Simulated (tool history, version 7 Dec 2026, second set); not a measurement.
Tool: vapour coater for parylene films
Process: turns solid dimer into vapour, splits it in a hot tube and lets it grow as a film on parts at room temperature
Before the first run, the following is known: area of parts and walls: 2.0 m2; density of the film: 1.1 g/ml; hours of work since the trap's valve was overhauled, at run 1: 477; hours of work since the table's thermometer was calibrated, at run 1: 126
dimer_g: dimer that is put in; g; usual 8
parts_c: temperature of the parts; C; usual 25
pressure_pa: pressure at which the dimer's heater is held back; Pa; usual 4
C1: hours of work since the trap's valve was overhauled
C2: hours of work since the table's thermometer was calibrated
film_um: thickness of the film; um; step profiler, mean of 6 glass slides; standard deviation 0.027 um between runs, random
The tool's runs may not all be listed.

run 1 day=0 | dimer_g=8 parts_c=25 pressure_pa=4 | C1=477 C2=126 | film_um=2.22
run 2 day=0.475 | dimer_g=8 parts_c=25 pressure_pa=4 | C1=483 C2=132 | film_um=2.28
run 3 day=0.917 | dimer_g=8 parts_c=29 pressure_pa=4 | C1=489 C2=137 | film_um=1.94
run 4 day=1.242 | dimer_g=12 parts_c=25 pressure_pa=4 | C1=493 C2=142 | film_um=3.36
run 5 day=1.9 | dimer_g=8 parts_c=25 pressure_pa=4.04 | C1=501 C2=150 | film_um=2.29
run 6 day=2.275 | dimer_g=8 parts_c=25 pressure_pa=4 | C1=506 C2=154 | film_um=2.26
-- day=2.504 trap's valve overhauled
run 7 day=2.754 | dimer_g=8 parts_c=25 pressure_pa=9.07 | C1=3 C2=158 | film_um=2.12
run 8 day=3.171 | dimer_g=8 parts_c=25 pressure_pa=9.07 | C1=8 C2=163 | film_um=2.08
run 9 day=3.567 | dimer_g=8 parts_c=25 pressure_pa=9.07 | C1=13 C2=168 | film_um=2.16
run 10 day=4.071 | dimer_g=8 parts_c=25 pressure_pa=4 | C1=19 C2=174 | film_um=2.36
run 11 day=4.388 | dimer_g=8 parts_c=25 pressure_pa=7.3 | C1=23 C2=178 | film_um=2.2
run 12 day=4.671 | dimer_g=6 parts_c=25 pressure_pa=7.3 | C1=27 C2=182 | film_um=1.7
run 13 day=5.1 | dimer_g=6 parts_c=25 pressure_pa=7.3 | C1=32 C2=187 | film_um=1.62
run 14 day=5.712 | dimer_g=8 parts_c=25 pressure_pa=4 | C1=40 C2=195 | film_um=2.37
run 15 day=6.358 | dimer_g=8 parts_c=25 pressure_pa=4 | C1=48 C2=203 | film_um=2.42
run 16 day=6.871 | dimer_g=8 parts_c=25 pressure_pa=4 | C1=54 C2=209 | film_um=2.42
run 17 day=7.442 | dimer_g=8 parts_c=25 pressure_pa=4 | C1=61 C2=216 | film_um=2.44
run 18 day=7.8 | dimer_g=8 parts_c=22 pressure_pa=4 | C1=65 C2=221 | film_um=2.64
run 19 day=8.25 | dimer_g=8 parts_c=22 pressure_pa=4 | C1=71 C2=226 | film_um=2.68
run 20 day=8.733 | dimer_g=8 parts_c=36 pressure_pa=4 | C1=77 C2=232 | film_um=1.66
run 21 day=9.162 | dimer_g=8 parts_c=36 pressure_pa=4 | C1=82 C2=237 | film_um=1.72
run 22 day=9.712 | dimer_g=8 parts_c=36 pressure_pa=4 | C1=89 C2=244 | film_um=1.66
run 23 day=10.262 | dimer_g=8 parts_c=35 pressure_pa=4 | C1=96 C2=251 | film_um=1.73
run 24 day=10.846 | dimer_g=8 parts_c=25 pressure_pa=4 | C1=103 C2=258 | film_um=2.37
run 25 day=11.321 | dimer_g=9 parts_c=26 pressure_pa=6.98 | C1=109 C2=264 | film_um=2.32
run 26 day=11.783 | dimer_g=9 parts_c=28 pressure_pa=6.98 | C1=115 C2=270 | film_um=2.17
run 27 day=12.433 | dimer_g=9 parts_c=28 pressure_pa=6.98 | C1=123 C2=278 | film_um=2.19
run 28 day=12.9 | dimer_g=5 parts_c=28 pressure_pa=6.98 | C1=129 C2=284 | film_um=1.22
run 29 day=13.462 | dimer_g=5 parts_c=28 pressure_pa=4.38 | C1=136 C2=291 | film_um=1.33
run 30 day=13.842 | dimer_g=5 parts_c=28 pressure_pa=4.38 | C1=140 C2=295 | film_um=1.32
run 31 day=14.217 | dimer_g=8 parts_c=23 pressure_pa=9.05 | C1=145 C2=300 | film_um=2.21
run 32 day=14.542 | dimer_g=8 parts_c=23 pressure_pa=9.05 | C1=149 C2=304 | film_um=2.21
run 33 day=14.958 | dimer_g=8 parts_c=19 pressure_pa=6.82 | C1=154 C2=309 | film_um=2.64
run 34 day=15.654 | dimer_g=8 parts_c=21 pressure_pa=4 | C1=163 C2=318 | film_um=2.61
run 35 day=16.175 | dimer_g=4 parts_c=17 pressure_pa=6.39 | C1=169 C2=324 | film_um=1.42
run 36 day=16.562 | dimer_g=5 parts_c=37 pressure_pa=4.04 | C1=174 C2=329 | film_um=0.98
run 37 day=16.85 | dimer_g=6 parts_c=37 pressure_pa=4.04 | C1=177 C2=332 | film_um=1.18
run 38 day=17.412 | dimer_g=8 parts_c=25 pressure_pa=4.46 | C1=184 C2=339 | film_um=2.29
run 39 day=18.017 | dimer_g=6 parts_c=25 pressure_pa=6.58 | C1=192 C2=347 | film_um=1.63
run 40 day=18.429 | dimer_g=12 parts_c=29 pressure_pa=4 | C1=197 C2=352 | film_um=3.08
run 41 day=19.108 | dimer_g=8 parts_c=27 pressure_pa=3.4 | C1=205 C2=360 | film_um=2.25
run 42 day=19.492 | dimer_g=12 parts_c=25 pressure_pa=4 | C1=210 C2=365 | film_um=3.48
run 43 day=19.946 | dimer_g=5 parts_c=18 pressure_pa=9.76 | C1=216 C2=371 | film_um=1.59
run 44 day=20.246 | dimer_g=8 parts_c=30 pressure_pa=4 | C1=219 C2=374 | film_um=2.03
run 45 day=20.767 | dimer_g=8 parts_c=30 pressure_pa=4 | C1=226 C2=381 | film_um=1.94
run 46 day=21.117 | dimer_g=8 parts_c=30 pressure_pa=4 | C1=230 C2=385 | film_um=2.02
run 47 day=21.688 | dimer_g=8 parts_c=22 pressure_pa=7.78 | C1=237 C2=392 | film_um=2.3

Hidden condition of the tool, last listed run before each entry between runs versus first listed run after:
After run 6, before run 7: trap's valve overhauled (day 2.504)
  vapour lost through the trap's worn valve, %: 7 -> 0.1
  the result without the hidden state subtracted from the measured one, film_um: -0.19 -> -0.02 um
